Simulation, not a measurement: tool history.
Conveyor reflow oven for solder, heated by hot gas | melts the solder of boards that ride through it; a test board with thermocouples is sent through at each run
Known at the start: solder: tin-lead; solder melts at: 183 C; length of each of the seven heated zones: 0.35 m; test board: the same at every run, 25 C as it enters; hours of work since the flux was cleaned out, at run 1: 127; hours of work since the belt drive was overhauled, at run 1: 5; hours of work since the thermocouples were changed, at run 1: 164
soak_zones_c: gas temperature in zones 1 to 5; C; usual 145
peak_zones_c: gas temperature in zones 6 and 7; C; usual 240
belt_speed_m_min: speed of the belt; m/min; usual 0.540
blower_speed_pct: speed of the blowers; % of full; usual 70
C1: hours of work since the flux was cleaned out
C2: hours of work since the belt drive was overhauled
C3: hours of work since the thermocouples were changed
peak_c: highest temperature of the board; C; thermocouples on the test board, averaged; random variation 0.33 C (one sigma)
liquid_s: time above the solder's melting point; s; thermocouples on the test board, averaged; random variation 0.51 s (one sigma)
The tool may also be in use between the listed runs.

run 1 hour=0.0 | soak_zones_c=145 peak_zones_c=240 belt_speed_m_min=0.540 blower_speed_pct=70 | C1=127 C2=5 C3=164 | peak_c=225.1 liquid_s=67.3
run 2 hour=10.5 | soak_zones_c=145 peak_zones_c=240 belt_speed_m_min=0.540 blower_speed_pct=70 | C1=136 C2=14 C3=172 | peak_c=225.8 liquid_s=66.9
run 3 hour=22.1 | soak_zones_c=145 peak_zones_c=240 belt_speed_m_min=0.484 blower_speed_pct=70 | C1=145 C2=23 C3=181 | peak_c=228.6 liquid_s=76.4
run 4 hour=32.0 | soak_zones_c=145 peak_zones_c=240 belt_speed_m_min=0.484 blower_speed_pct=70 | C1=153 C2=31 C3=189 | peak_c=228.7 liquid_s=76.7
run 5 hour=42.3 | soak_zones_c=145 peak_zones_c=240 belt_speed_m_min=0.540 blower_speed_pct=70 | C1=161 C2=39 C3=197 | peak_c=225.5 liquid_s=66.7
run 6 hour=50.1 | soak_zones_c=145 peak_zones_c=240 belt_speed_m_min=0.540 blower_speed_pct=70 | C1=167 C2=45 C3=203 | peak_c=225.5 liquid_s=66.8
run 7 hour=57.5 | soak_zones_c=145 peak_zones_c=240 belt_speed_m_min=0.540 blower_speed_pct=70 | C1=173 C2=51 C3=209 | peak_c=225.6 liquid_s=66.4
run 8 hour=68.4 | soak_zones_c=145 peak_zones_c=240 belt_speed_m_min=0.448 blower_speed_pct=70 | C1=181 C2=59 C3=218 | peak_c=230.5 liquid_s=84.1
run 9 hour=78.1 | soak_zones_c=145 peak_zones_c=240 belt_speed_m_min=0.448 blower_speed_pct=70 | C1=189 C2=67 C3=226 | peak_c=230.1 liquid_s=83.6
run 10 hour=87.0 | soak_zones_c=145 peak_zones_c=240 belt_speed_m_min=0.448 blower_speed_pct=70 | C1=196 C2=74 C3=232 | peak_c=230.3 liquid_s=84.7
run 11 hour=95.9 | soak_zones_c=145 peak_zones_c=241 belt_speed_m_min=0.540 blower_speed_pct=70 | C1=203 C2=81 C3=240 | peak_c=225.9 liquid_s=66.3
run 12 hour=106.5 | soak_zones_c=145 peak_zones_c=241 belt_speed_m_min=0.540 blower_speed_pct=70 | C1=211 C2=89 C3=248 | peak_c=226.1 liquid_s=67.5
run 13 hour=116.6 | soak_zones_c=145 peak_zones_c=240 belt_speed_m_min=0.540 blower_speed_pct=70 | C1=219 C2=97 C3=256 | peak_c=225.7 liquid_s=66.4
run 14 hour=128.0 | soak_zones_c=145 peak_zones_c=240 belt_speed_m_min=0.589 blower_speed_pct=70 | C1=228 C2=106 C3=265 | peak_c=222.4 liquid_s=59.6
-- hour=134.7 flux residue cleaned out of gas plates and filters
run 15 hour=143.5 | soak_zones_c=145 peak_zones_c=240 belt_speed_m_min=0.540 blower_speed_pct=68 | C1=7 C2=114 C3=273 | peak_c=226.8 liquid_s=66.6
run 16 hour=150.4 | soak_zones_c=145 peak_zones_c=240 belt_speed_m_min=0.540 blower_speed_pct=68 | C1=12 C2=120 C3=279 | peak_c=227.0 liquid_s=67.2

Run 17 comes next. What will it give?
run 17 hour=158.8 | soak_zones_c=146 peak_zones_c=240 belt_speed_m_min=0.540 blower_speed_pct=78 | C1=19 C2=126 C3=285 | peak_c=? liquid_s=?

Run 17 gave peak_c 228.7 C, liquid_s 69.5 s.
Without the tool's hidden state the same run would have given peak_c 228.4 C, liquid_s 69.3 s.

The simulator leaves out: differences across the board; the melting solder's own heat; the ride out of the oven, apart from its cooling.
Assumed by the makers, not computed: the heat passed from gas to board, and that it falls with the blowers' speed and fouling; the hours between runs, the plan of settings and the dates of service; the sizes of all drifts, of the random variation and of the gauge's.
